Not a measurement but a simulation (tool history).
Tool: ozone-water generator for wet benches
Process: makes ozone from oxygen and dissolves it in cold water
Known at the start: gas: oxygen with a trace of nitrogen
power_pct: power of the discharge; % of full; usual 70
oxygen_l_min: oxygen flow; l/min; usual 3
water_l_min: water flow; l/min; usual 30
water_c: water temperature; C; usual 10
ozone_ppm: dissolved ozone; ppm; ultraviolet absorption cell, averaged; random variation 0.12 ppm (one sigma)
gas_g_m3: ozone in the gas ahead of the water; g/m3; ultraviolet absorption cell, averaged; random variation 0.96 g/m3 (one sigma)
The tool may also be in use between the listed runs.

run   hour  power_pct  oxygen_l_min  water_l_min  water_c  ozone_ppm  gas_g_m3
  1      0         70             3           30       10       10.3     160.6
  2   30.9         70             3           30        7         10       161
  3   48.2         63             3           30       10        9.4     150.4
  4   62.9         70          3.17           30       10       10.2     157.8
  5   84.2         70          3.17           30       10       10.4     158.7
  6    104         70          3.17           30       10       10.4     159.2
  7  135.2         70          3.17           30       10       10.2     157.7
  8  151.1         70          3.17           30       10       10.3     157.8
  9    175         70          3.17           30       10       10.3     157.5
 10  196.4         70             3           25       10       12.2     161.7
 11  209.2         70             3           25       10         12     160.2
 12  229.7         70             3           25       10       12.1     160.4
 13  257.3         70             3           25       10       11.9     160.9
 14  287.8         70             3           25       10       11.7     158.5
 15  316.9         70             3           25        6       12.4       160
 16  330.6         70             3           25       11         12     159.7
 17  351.9         70             3           25       11       11.8     160.9
 18  370.1         70             3           25       11         12       160
 19  382.9         70          3.43           25        8         13     152.6
 20    414         70          3.43           25        8       12.9     153.9
 21    430         70          3.43           25        8       13.1     151.6
 22  460.4         70             3           38       10        7.4     161.3
 23  484.4         70             3           38       10        7.5     159.5
 24    506         53             3           30       14          8     136.7
 25  524.1         52          2.35           30       10        7.4       145
 26  552.7         52          2.35           30       10        7.3     144.7
 27  569.4         70          5.25           30       16       11.9     134.1
 28  598.7         70          5.25           30       16       11.7     133.5
 29  624.3         70          5.25           30       16       11.8     133.4
 30  643.2         49          1.68           33        6        5.2     153.5
 31  659.2         80          4.51           47        6        8.2     149.8
 32  684.9         92          3.14           36       14        9.4     183.3

3 ways to go on from here, each from the tool as it stands after run 32. What would each give?
  A  699.6         92          2.79           36       14          ?         ?
  B  699.6         92          3.14           19       14          ?         ?
  C  699.6         44          2.97           30       10          ?         ?

run  ozone_ppm  gas_g_m3
  A        8.7     190.6
  B       17.7     183.6
  C        7.2     121.4
Without the tool's hidden state the same runs would have given:
run  ozone_ppm  gas_g_m3
  A        9.8     198.5
  B       19.4     191.2
  C          8     124.5

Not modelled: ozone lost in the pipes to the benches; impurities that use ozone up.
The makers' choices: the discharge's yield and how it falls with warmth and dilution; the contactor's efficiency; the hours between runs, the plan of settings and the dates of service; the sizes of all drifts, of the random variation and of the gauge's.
